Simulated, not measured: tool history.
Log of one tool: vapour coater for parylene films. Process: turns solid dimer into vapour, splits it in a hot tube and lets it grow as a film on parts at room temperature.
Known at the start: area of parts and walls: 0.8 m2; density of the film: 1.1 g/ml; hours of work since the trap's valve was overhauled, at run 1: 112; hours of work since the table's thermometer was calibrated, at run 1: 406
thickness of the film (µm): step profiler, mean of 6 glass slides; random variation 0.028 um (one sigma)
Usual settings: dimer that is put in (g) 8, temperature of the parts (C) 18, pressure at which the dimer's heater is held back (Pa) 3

run   hour  dimer that is put in (g)  temperature of the parts (C)  pressure at which the dimer's heater is held back (Pa)  hours of work since the trap's valve was overhauled  hours of work since the table's thermometer was calibrated  thickness of the film (µm)
  1      0                         8                            18                                                       3                                                  112                                                         406                        6.13
  2     19                         8                            18                                                       3                                                  128                                                         422                        6.11
  3   44.4                         8                            18                                                       3                                                  149                                                         443                        6.06
  4   56.7                         8                            21                                                       3                                                  159                                                         453                        5.73
  5   79.8                         8                            21                                                       3                                                  178                                                         473                        5.72
  6   93.5                         8                            21                                                       3                                                  190                                                         484                        5.75
  7  116.9                         8                            21                                                       3                                                  209                                                         504                        5.75
  8  134.6                         8                            21                                                       3                                                  224                                                         518                        5.74
  9  149.2                         8                            18                                                       3                                                  236                                                         530                           6
 10  164.1                         5                            20                                                     4.2                                                  249                                                         543                        3.41
 11  181.6                         5                            20                                                    4.12                                                  263                                                         558                        3.44
 12  202.6                         8                            22                                                    4.12                                                  281                                                         575                        5.25
 13  229.3                         8                            22                                                    4.12                                                  303                                                         597                        5.26
 14  248.7                         8                            18                                                     8.3                                                  319                                                         613                        4.96
 15  264.3                         8                            18                                                     8.3                                                  332                                                         626                         4.9
 16  285.9                         8                            18                                                     8.3                                                  350                                                         644                        4.94
 17  311.3                         8                            15                                                    5.24                                                  371                                                         666                        5.66
 18  324.2                         3                            23                                                    2.55                                                  382                                                         676                        2.09

5 ways to go on from here, each from the tool as it stands after run 18. What would each give?
  A  347.1                         3                            27                                                    2.55                                                  401                                                         696                           ?
  B  347.1                        10                            16                                                    2.02                                                  401                                                         696                           ?
  C  347.1                         5                            10                                                       9                                                  401                                                         696                           ?
  D  347.1                         8                            23                                                    2.55                                                  401                                                         696                           ?
  E  347.1                         5                            15                                                    4.23                                                  401                                                         696                           ?

run  thickness of the film (µm)
  A                        1.95
  B                        8.23
  C                        3.46
  D                        5.58
  E                        3.67
Without the tool's hidden state the same runs would have given:
run  thickness of the film (µm)
  A                        2.01
  B                        8.49
  C                        3.57
  D                        5.76
  E                        3.78

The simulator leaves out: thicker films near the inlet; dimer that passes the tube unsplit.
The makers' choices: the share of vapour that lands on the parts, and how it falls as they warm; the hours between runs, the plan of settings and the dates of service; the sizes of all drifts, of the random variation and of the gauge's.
